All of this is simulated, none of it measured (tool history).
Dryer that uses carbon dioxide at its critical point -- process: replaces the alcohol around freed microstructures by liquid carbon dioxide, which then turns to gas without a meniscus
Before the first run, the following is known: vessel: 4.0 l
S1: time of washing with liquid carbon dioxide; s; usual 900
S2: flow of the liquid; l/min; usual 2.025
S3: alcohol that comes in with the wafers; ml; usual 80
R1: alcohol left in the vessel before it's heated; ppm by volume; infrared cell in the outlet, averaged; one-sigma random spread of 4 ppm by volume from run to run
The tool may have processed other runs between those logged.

run	day	S1	S2	S3	R1
1	0.000	900	2.025	80	48
2	0.588	900	2.025	80	64
3	1.375	900	2.025	80	63
4	1.971	900	2.880	80	23
5	2.700	900	2.880	80	24
6	3.283	900	2.880	80	17
7	4.008	900	2.880	80	21
8	4.983	900	2.025	53	53
9	5.712	900	2.025	42	47
10	6.242	900	2.025	42	51
11	6.817	900	2.025	42	44
12	7.267	900	2.025	42	47
13	8.171	900	2.025	80	77
14	8.642	900	2.025	80	79
15	9.354	900	2.025	80	91
16	10.038	600	2.025	80	460
17	10.779	600	2.025	80	478
18	11.858	960	1.510	44	152
# day 12.029: inlet filter changed
19	12.783	960	1.510	21	55
20	13.629	1200	2.025	55	21
21	14.229	540	2.025	28	162
22	15.196	900	1.910	28	35
23	16.267	900	1.910	28	43
24	17.346	780	1.450	63	322
25	18.092	900	2.590	24	30
26	18.717	1020	3.000	118	22
27	19.271	1020	3.000	51	31
28	20.188	960	1.870	21	36

Run 29 has not been measured yet. What should we expect?
29	20.742	960	1.530	64	?

R1: 133 ppm by volume
On a tool with no hidden condition, and with the same random variation, this run would have come out at R1 89 ppm by volume.
